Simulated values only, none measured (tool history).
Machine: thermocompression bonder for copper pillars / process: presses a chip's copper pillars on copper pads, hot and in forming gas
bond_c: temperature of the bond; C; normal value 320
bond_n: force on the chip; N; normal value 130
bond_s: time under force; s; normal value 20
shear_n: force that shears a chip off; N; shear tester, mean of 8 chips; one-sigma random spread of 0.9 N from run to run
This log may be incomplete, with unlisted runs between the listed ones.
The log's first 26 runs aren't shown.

run,day,bond_c,bond_n,bond_s,hours of work since the heater was calibrated,hours of work since the force cell was calibrated,hours of work since the gas filter was changed,shear_n
# day 68.55: force cell calibrated
27,68.779,297,115,23,407,4,244,59.3
28,72.4,297,115,23,474,72,312,58.4
29,76.05,307,87,20,543,140,380,53.3
# day 79.154: forming gas filter changed
30,79.562,307,87,20,608,206,8,56.4
31,82.392,314,164,41,661,259,60,94.5
32,85.892,324,132,45,726,324,126,93.7
33,88.625,324,132,45,777,375,177,95.1
34,90.271,320,86,53,808,406,208,83.2
35,92.65,320,86,53,853,450,252,84.3
36,94.483,320,130,28,887,485,287,84.5
37,98.004,320,103,50,953,551,353,87.1
38,100.329,320,103,50,996,594,396,86.1
# day 102.504: forming gas filter changed
39,102.504,296,162,60,1037,634,0,96

Here are 3 independent what-if runs from the current tool condition. What would each one return?
A,105.533,338,130,30,1093,691,57,?
B,105.533,298,130,18,1093,691,57,?
C,105.533,303,151,12,1093,691,57,?

run,shear_n
A,95
B,65
C,62.9
The same runs, with their run-to-run variation unchanged, on a tool lacking any hidden condition would have given:
run,shear_n
A,91.5
B,60.2
C,58.3
